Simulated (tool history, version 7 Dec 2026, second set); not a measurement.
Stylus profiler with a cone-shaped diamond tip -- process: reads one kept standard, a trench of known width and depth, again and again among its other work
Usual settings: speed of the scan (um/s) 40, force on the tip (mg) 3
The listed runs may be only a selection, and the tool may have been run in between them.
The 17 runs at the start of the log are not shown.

| run | day | speed of the scan (um/s) | force on the tip (mg) | scans with this tip | hours of work since the height scale was calibrated | depth of the trench (angstrom) | width of the trench's floor (um) |
|---|---|---|---|---|---|---|---|
|  | 33.8 | height scale calibrated on a step standard |
| 18 | 35.633 | 13 | 4.85 | 17176 | 29 | 10258.2 | 44.65 |
| 19 | 38.383 | 13 | 4.85 | 17555 | 73 | 10260.2 | 44.61 |
| 20 | 40.838 | 25 | 1.63 | 17892 | 113 | 10121.6 | 44.41 |
| 21 | 42.696 | 113 | 2.1 | 18148 | 143 | 10144.3 | 43.95 |
| 22 | 45.458 | 113 | 2.1 | 18529 | 187 | 10138.2 | 43.86 |
| 23 | 47.142 | 49 | 9 | 18760 | 214 | 10393 | 44.41 |
| 24 | 49.012 | 13 | 7.94 | 19017 | 244 | 10359.3 | 44.46 |
| 25 | 51.646 | 42 | 2.99 | 19380 | 286 | 10180.1 | 44.27 |
| 26 | 54.717 | 48 | 2.46 | 19803 | 335 | 10156.1 | 44.23 |
| 27 | 57.6 | 78 | 1.36 | 20199 | 382 | 10097.1 | 43.84 |
| 28 | 59.183 | 22 | 3.02 | 20417 | 407 | 10180.6 | 44.28 |
| 29 | 60.567 | 22 | 3.02 | 20607 | 429 | 10177.5 | 44.28 |
| 30 | 63.146 | 30 | 2.41 | 20963 | 471 | 10148.3 | 44.21 |

4 options for the next run, each taken on its own from the tool as it stands now. Forecast them:
| A | 64.954 | 77 | 2.41 | 21211 | 499 | ? | ? |
| B | 64.954 | 126 | 7.68 | 21211 | 499 | ? | ? |
| C | 64.954 | 86 | 2.41 | 21211 | 499 | ? | ? |
| D | 64.954 | 112 | 5.48 | 21211 | 499 | ? | ? |

| run | depth of the trench (angstrom) | width of the trench's floor (um) |
|---|---|---|
| A | 10147.8 | 43.93 |
| B | 10344.9 | 44.02 |
| C | 10149.1 | 43.85 |
| D | 10271.1 | 43.93 |
Had the tool no hidden state, the same runs would have come out as:
| run | depth of the trench (angstrom) | width of the trench's floor (um) |
|---|---|---|
| A | 10164.3 | 46.13 |
| B | 10361.8 | 46.22 |
| C | 10165.7 | 46.05 |
| D | 10287.9 | 46.14 |
